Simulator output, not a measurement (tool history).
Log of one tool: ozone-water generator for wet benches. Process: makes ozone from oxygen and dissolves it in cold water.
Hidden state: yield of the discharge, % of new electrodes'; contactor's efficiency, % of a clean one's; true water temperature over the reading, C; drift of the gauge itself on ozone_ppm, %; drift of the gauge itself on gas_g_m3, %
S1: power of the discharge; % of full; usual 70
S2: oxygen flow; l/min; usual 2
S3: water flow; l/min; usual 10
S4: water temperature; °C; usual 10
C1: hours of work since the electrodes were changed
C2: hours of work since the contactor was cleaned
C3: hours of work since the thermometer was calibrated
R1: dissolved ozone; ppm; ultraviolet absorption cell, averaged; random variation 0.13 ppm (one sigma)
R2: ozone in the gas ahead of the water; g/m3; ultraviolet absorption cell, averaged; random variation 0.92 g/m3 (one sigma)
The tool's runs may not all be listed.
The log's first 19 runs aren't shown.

| run | day | S1 | S2 | S3 | S4 | C1 | C2 | C3 | R1 | R2 |
|---|---|---|---|---|---|---|---|---|---|---|
| 20 | 17.817 | 70 | 2.22 | 10 | 10 | 1437 | 767 | 1907 | 13.2 | 141.4 |
| 21 | 18.712 | 75 | 2 | 10 | 10 | 1457 | 786 | 1926 | 13.6 | 155.1 |
| 22 | 19.958 | 75 | 2 | 10 | 10 | 1484 | 814 | 1954 | 13.4 | 155.1 |
| 23 | 20.667 | 54 | 2 | 10 | 6 | 1499 | 829 | 1969 | 10.9 | 119.9 |
| 24 | 21.771 | 56 | 1.02 | 14 | 15 | 1524 | 853 | 1993 | 5.3 | 154 |
| 25 | 22.629 | 56 | 1.02 | 14 | 15 | 1542 | 872 | 2012 | 5.3 | 155.7 |
| 26 | 23.829 | 56 | 1.02 | 14 | 15 | 1569 | 899 | 2039 | 5.4 | 156.2 |
| 27 | 24.512 | 56 | 1.02 | 14 | 15 | 1584 | 914 | 2054 | 5.4 | 159.2 |
| 28 | 25.562 | 54 | 1.11 | 11 | 13 | 1607 | 937 | 2077 | 7.3 | 145.6 |
| 29 | 26.358 | 54 | 1.11 | 11 | 13 | 1624 | 954 | 2094 | 7.3 | 147 |
| 30 | 27.696 | 54 | 1.11 | 9 | 14 | 1653 | 983 | 2123 | 8.8 | 146 |
| 31 | 28.254 | 52 | 2 | 10 | 16 | 1666 | 996 | 2136 | 9 | 114.7 |
| 32 | 29.529 | 52 | 2 | 10 | 16 | 1694 | 1024 | 2163 | 9.4 | 117.5 |
| 33 | 30.579 | 80 | 1.89 | 10 | 16 | 1717 | 1047 | 2186 | 12.9 | 165.7 |

Forecast each of these 4 alternatives for the next run:
| A | 31.742 | 80 | 1.89 | 9 | 9 | 1742 | 1072 | 2212 | ? | ? |
| B | 31.742 | 60 | 3.45 | 10 | 13 | 1742 | 1072 | 2212 | ? | ? |
| C | 31.742 | 70 | 3.45 | 10 | 5 | 1742 | 1072 | 2212 | ? | ? |
| D | 31.742 | 60 | 1.89 | 15 | 17 | 1742 | 1072 | 2212 | ? | ? |

| run | R1 | R2 |
|---|---|---|
| A | 15.3 | 163.5 |
| B | 12.4 | 106.2 |
| C | 15.4 | 119.6 |
| D | 6.9 | 131.7 |
Without the tool's hidden state the same runs would have given:
| run | R1 | R2 |
|---|---|---|
| A | 16.7 | 173.8 |
| B | 13.4 | 111.5 |
| C | 16.8 | 126.4 |
| D | 7.5 | 138.2 |

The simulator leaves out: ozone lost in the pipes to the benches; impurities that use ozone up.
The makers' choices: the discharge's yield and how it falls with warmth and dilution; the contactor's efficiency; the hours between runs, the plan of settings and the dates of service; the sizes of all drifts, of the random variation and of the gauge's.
